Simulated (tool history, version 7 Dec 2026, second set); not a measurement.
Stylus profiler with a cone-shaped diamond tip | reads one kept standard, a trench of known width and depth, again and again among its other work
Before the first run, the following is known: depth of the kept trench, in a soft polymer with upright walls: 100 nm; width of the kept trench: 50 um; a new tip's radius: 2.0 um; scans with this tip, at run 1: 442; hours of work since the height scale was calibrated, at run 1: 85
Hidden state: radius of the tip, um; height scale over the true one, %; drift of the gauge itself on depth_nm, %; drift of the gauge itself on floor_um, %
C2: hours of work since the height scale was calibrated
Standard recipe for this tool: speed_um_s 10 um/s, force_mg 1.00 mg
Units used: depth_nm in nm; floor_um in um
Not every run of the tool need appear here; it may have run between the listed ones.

Run 1, day 0.000: usual settings; scans with this tip 442; C2 85. Result: depth_nm 100.79 nm, floor_um 48.72 um.
Run 2, day 0.371: usual settings; scans with this tip 464; C2 90. Result: depth_nm 100.86 nm, floor_um 48.66 um.
Run 3, day 0.925: usual settings but force_mg 1.15 mg; scans with this tip 498; C2 96. Result: depth_nm 100.90 nm, floor_um 48.72 um.
Run 4, day 1.446: usual settings but force_mg 1.15 mg; scans with this tip 529; C2 102. Result: depth_nm 100.84 nm, floor_um 48.75 um.
Run 5, day 1.996: usual settings; scans with this tip 562; C2 109. Result: depth_nm 100.79 nm, floor_um 48.71 um.
Run 6, day 2.317: usual settings; scans with this tip 582; C2 112. Result: depth_nm 100.77 nm, floor_um 48.72 um.
Run 7, day 2.833: usual settings; scans with this tip 613; C2 118. Result: depth_nm 100.77 nm, floor_um 48.74 um.
Run 8, day 3.479: usual settings; scans with this tip 652; C2 126. Result: depth_nm 100.82 nm, floor_um 48.70 um.
Run 9, day 3.788: usual settings; scans with this tip 670; C2 129. Result: depth_nm 100.80 nm, floor_um 48.67 um.
Run 10, day 4.288: usual settings; scans with this tip 700; C2 135. Result: depth_nm 100.81 nm, floor_um 48.64 um.
Run 11, day 4.904: usual settings but speed_um_s 3 um/s; scans with this tip 737; C2 142. Result: depth_nm 100.82 nm, floor_um 48.70 um.
Run 12, day 5.212: usual settings but speed_um_s 3 um/s, force_mg 1.48 mg; scans with this tip 756; C2 146. Result: depth_nm 101.03 nm, floor_um 48.77 um.
Run 13, day 5.692: usual settings but speed_um_s 5 um/s, force_mg 0.45 mg; scans with this tip 785; C2 151. Result: depth_nm 100.56 nm, floor_um 48.71 um.
Run 14, day 6.133: usual settings but speed_um_s 5 um/s, force_mg 0.45 mg; scans with this tip 812; C2 157. Result: depth_nm 100.49 nm, floor_um 48.77 um.
Run 15, day 6.525: usual settings but speed_um_s 5 um/s, force_mg 0.45 mg; scans with this tip 835; C2 161. Result: depth_nm 100.47 nm, floor_um 48.75 um.
Run 16, day 6.958: usual settings but speed_um_s 18 um/s, force_mg 0.76 mg; scans with this tip 861; C2 166. Result: depth_nm 100.63 nm, floor_um 48.61 um.
Run 17, day 7.346: usual settings but speed_um_s 18 um/s, force_mg 0.76 mg; scans with this tip 884; C2 171. Result: depth_nm 100.67 nm, floor_um 48.65 um.
Run 18, day 7.975: usual settings but speed_um_s 18 um/s, force_mg 0.76 mg; scans with this tip 922; C2 178. Result: depth_nm 100.62 nm, floor_um 48.65 um.
Run 19, day 8.525: usual settings but speed_um_s 18 um/s, force_mg 0.76 mg; scans with this tip 956; C2 184. Result: depth_nm 100.56 nm, floor_um 48.63 um.
Run 20, day 8.958: usual settings but force_mg 0.96 mg; scans with this tip 982; C2 189. Result: depth_nm 100.80 nm, floor_um 48.73 um.

Each row is a separate what-if for the run after 20, all from the same tool condition, not one after another. Results?
Run A, day 9.408: usual settings but force_mg 1.93 mg; scans with this tip 1009; C2 195. Result: depth_nm ?, floor_um ?.
Run B, day 9.408: usual settings but speed_um_s 4 um/s, force_mg 0.69 mg; scans with this tip 1009; C2 195. Result: depth_nm ?, floor_um ?.
Run C, day 9.408: usual settings but speed_um_s 8 um/s, force_mg 1.57 mg; scans with this tip 1009; C2 195. Result: depth_nm ?, floor_um ?.
Run D, day 9.408: usual settings but speed_um_s 2 um/s, force_mg 2.15 mg; scans with this tip 1009; C2 195. Result: depth_nm ?, floor_um ?.

run  depth_nm  floor_um
  A    101.26     48.69
  B    100.60     48.75
  C    101.07     48.71
  D    101.34     48.82
With no hidden state in the tool, these same runs would have given:
run  depth_nm  floor_um
  A    101.26     48.69
  B    100.60     48.75
  C    101.07     48.71
  D    101.34     48.82
